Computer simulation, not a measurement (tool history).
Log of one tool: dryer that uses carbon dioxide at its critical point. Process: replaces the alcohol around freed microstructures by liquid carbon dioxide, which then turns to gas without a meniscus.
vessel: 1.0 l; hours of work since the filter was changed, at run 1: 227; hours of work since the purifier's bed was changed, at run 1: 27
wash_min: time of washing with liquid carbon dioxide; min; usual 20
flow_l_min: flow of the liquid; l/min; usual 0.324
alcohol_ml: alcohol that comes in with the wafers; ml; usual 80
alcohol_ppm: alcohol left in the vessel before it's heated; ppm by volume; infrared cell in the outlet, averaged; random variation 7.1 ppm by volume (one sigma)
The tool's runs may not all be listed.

run	hour	wash_min	flow_l_min	alcohol_ml	hours of work since the filter was changed	hours of work since the purifier's bed was changed	alcohol_ppm
1	0.0	20	0.324	80	227	27	484
2	9.1	20	0.324	80	231	30	467
3	17.7	20	0.324	80	234	34	474
4	23.9	21	0.324	80	236	36	360
5	34.3	20	0.324	65	240	40	383
6	47.2	20	0.324	65	245	45	388
7	59.0	20	0.324	65	250	49	395
8	67.3	20	0.324	65	253	52	416
9	75.3	20	0.324	65	256	56	409
10	88.8	20	0.324	65	261	61	406
11	98.6	20	0.324	65	265	64	398
12	111.4	20	0.324	65	270	69	413
13	120.2	20	0.324	80	273	73	517
14	129.8	20	0.324	80	277	76	516
15	136.4	16	0.324	80	279	79	1377
16	144.9	16	0.324	80	282	82	1390
17	156.3	16	0.324	80	287	86	1418
18	167.5	16	0.324	80	291	91	1389
19	181.2	16	0.324	80	296	96	1430
20	192.8	30	0.324	80	301	100	64
21	201.4	28	0.324	80	304	103	85
22	211.0	28	0.324	80	308	107	92
23	219.9	20	0.324	80	311	111	540
24	231.4	21	0.389	33	315	115	70
25	244.0	14	0.514	80	320	120	268
26	251.8	29	0.514	80	323	123	15
27	264.1	29	0.514	80	328	127	27
28	274.6	29	0.514	80	332	131	16
29	282.7	29	0.514	80	335	134	20
30	295.2	20	0.390	80	340	139	198
31	306.3	20	0.342	62	344	143	328
32	317.5	26	0.537	62	348	148	28
33	327.2	26	0.537	62	352	151	23
34	339.6	26	0.537	62	356	156	18
35	353.1	17	0.231	53	362	161	2831
36	358.7	17	0.231	53	364	163	2860
37	371.6	28	0.212	95	369	168	1176
38	384.9	20	0.338	54	374	173	336
39	395.0	20	0.283	54	378	177	759
40	405.2	20	0.283	54	381	181	787
41	418.5	16	0.488	64	386	186	175
42	428.2	16	0.488	64	390	190	168
43	434.5	16	0.358	23	393	192	313
44	448.0	16	0.349	34	398	197	499
45	458.9	16	0.349	34	402	201	508
46	466.0	14	0.268	47	405	204	2902

Some steps in alcohol_ppm between neighbouring runs. How much of each would the tool show without its hidden state too (settings, what came in, random variation), and how much is left for the hidden state, with any gauge scatter that isn't in both results?
The hidden state here: flow that reaches the vessel past the clogged filter, %; alcohol in the recycled carbon dioxide, ppm; drift of the gauge itself on alcohol_ppm, %.
Run 19 -> 20: wash_min 16 -> 30. alcohol_ppm -1366 ppm by volume: hidden state -383, all else -983.
Run 34 -> 35: wash_min 26 -> 17, flow_l_min 0.537 -> 0.231, alcohol_ml 62 -> 53. alcohol_ppm +2813 ppm by volume: hidden state +730, all else +2083.
Run 36 -> 37: wash_min 17 -> 28, flow_l_min 0.231 -> 0.212, alcohol_ml 53 -> 95. alcohol_ppm -1684 ppm by volume: hidden state -319, all else -1365.
Run 45 -> 46: wash_min 16 -> 14, flow_l_min 0.349 -> 0.268, alcohol_ml 34 -> 47. alcohol_ppm +2394 ppm by volume: hidden state +609, all else +1785.
